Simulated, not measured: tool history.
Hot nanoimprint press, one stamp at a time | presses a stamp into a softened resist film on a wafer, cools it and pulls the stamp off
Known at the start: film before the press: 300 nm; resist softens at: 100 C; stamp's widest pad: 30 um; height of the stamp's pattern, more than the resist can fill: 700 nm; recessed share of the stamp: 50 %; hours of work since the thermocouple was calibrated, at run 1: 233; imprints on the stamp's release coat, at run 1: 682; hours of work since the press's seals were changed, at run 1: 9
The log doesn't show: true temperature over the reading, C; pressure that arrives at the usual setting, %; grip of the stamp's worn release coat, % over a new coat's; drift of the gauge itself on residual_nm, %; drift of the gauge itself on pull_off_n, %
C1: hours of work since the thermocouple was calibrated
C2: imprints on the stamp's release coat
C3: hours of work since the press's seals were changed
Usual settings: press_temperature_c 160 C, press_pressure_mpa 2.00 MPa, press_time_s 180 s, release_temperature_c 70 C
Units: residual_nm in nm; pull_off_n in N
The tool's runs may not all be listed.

run 1 hour=0.0 | press_temperature_c=160 press_pressure_mpa=2.00 press_time_s=180 release_temperature_c=70 | C1=233 C2=682 C3=9 | residual_nm=163.7 pull_off_n=181
run 2 hour=9.9 | press_temperature_c=160 press_pressure_mpa=2.00 press_time_s=180 release_temperature_c=58 | C1=240 C2=723 C3=16 | residual_nm=162.1 pull_off_n=199
run 3 hour=20.4 | press_temperature_c=160 press_pressure_mpa=2.00 press_time_s=180 release_temperature_c=58 | C1=248 C2=766 C3=23 | residual_nm=162.7 pull_off_n=201
run 4 hour=27.0 | press_temperature_c=160 press_pressure_mpa=2.00 press_time_s=180 release_temperature_c=58 | C1=252 C2=793 C3=28 | residual_nm=163.3 pull_off_n=203
run 5 hour=31.6 | press_temperature_c=160 press_pressure_mpa=2.00 press_time_s=180 release_temperature_c=58 | C1=255 C2=812 C3=31 | residual_nm=163.6 pull_off_n=203
run 6 hour=39.8 | press_temperature_c=160 press_pressure_mpa=2.00 press_time_s=180 release_temperature_c=70 | C1=261 C2=846 C3=37 | residual_nm=163.4 pull_off_n=177
run 7 hour=45.8 | press_temperature_c=160 press_pressure_mpa=2.00 press_time_s=180 release_temperature_c=70 | C1=265 C2=870 C3=41 | residual_nm=163.1 pull_off_n=183
run 8 hour=52.9 | press_temperature_c=160 press_pressure_mpa=2.00 press_time_s=180 release_temperature_c=70 | C1=270 C2=899 C3=46 | residual_nm=164.5 pull_off_n=177
-- hour=56.8 plate thermocouple calibrated
run 9 hour=62.9 | press_temperature_c=160 press_pressure_mpa=2.00 press_time_s=111 release_temperature_c=70 | C1=4 C2=928 C3=51 | residual_nm=185.4 pull_off_n=183
run 10 hour=71.7 | press_temperature_c=163 press_pressure_mpa=2.00 press_time_s=111 release_temperature_c=70 | C1=10 C2=964 C3=57 | residual_nm=167.3 pull_off_n=185
run 11 hour=76.8 | press_temperature_c=163 press_pressure_mpa=1.86 press_time_s=132 release_temperature_c=70 | C1=14 C2=985 C3=60 | residual_nm=165.2 pull_off_n=183
run 12 hour=87.1 | press_temperature_c=163 press_pressure_mpa=1.86 press_time_s=132 release_temperature_c=70 | C1=21 C2=1028 C3=68 | residual_nm=163.6 pull_off_n=183
run 13 hour=96.8 | press_temperature_c=153 press_pressure_mpa=3.11 press_time_s=179 release_temperature_c=67 | C1=28 C2=1067 C3=74 | residual_nm=173.5 pull_off_n=188
-- hour=108.3 stamp cleaned and given a new release coat
-- hour=113.6 plate thermocouple calibrated, once more
run 14 hour=114.2 | press_temperature_c=153 press_pressure_mpa=3.11 press_time_s=179 release_temperature_c=67 | C1=0 C2=12 C3=80 | residual_nm=182.9 pull_off_n=170
run 15 hour=122.8 | press_temperature_c=164 press_pressure_mpa=2.00 press_time_s=180 release_temperature_c=76 | C1=6 C2=47 C3=86 | residual_nm=145.7 pull_off_n=147
run 16 hour=129.5 | press_temperature_c=164 press_pressure_mpa=2.00 press_time_s=180 release_temperature_c=76 | C1=11 C2=75 C3=91 | residual_nm=144.3 pull_off_n=155
run 17 hour=139.9 | press_temperature_c=157 press_pressure_mpa=2.00 press_time_s=165 release_temperature_c=70 | C1=18 C2=118 C3=98 | residual_nm=192.6 pull_off_n=164

Hidden state or all else? Some run-to-run changes of residual_nm, split into what the settings, what came in and random variation would give without the hidden state, and what is left for the hidden state (with any gauge scatter that isn't in both results):
Run 13 -> 14: stamp cleaned and given a new release coat, plate thermocouple calibrated, once more. residual_nm +9.4 nm: hidden state +9.2, all else +0.2.
Run 16 -> 17: press_temperature_c 164 -> 157, press_time_s 180 -> 165, release_temperature_c 76 -> 70. residual_nm +48.3 nm: hidden state -0.1, all else +48.4.
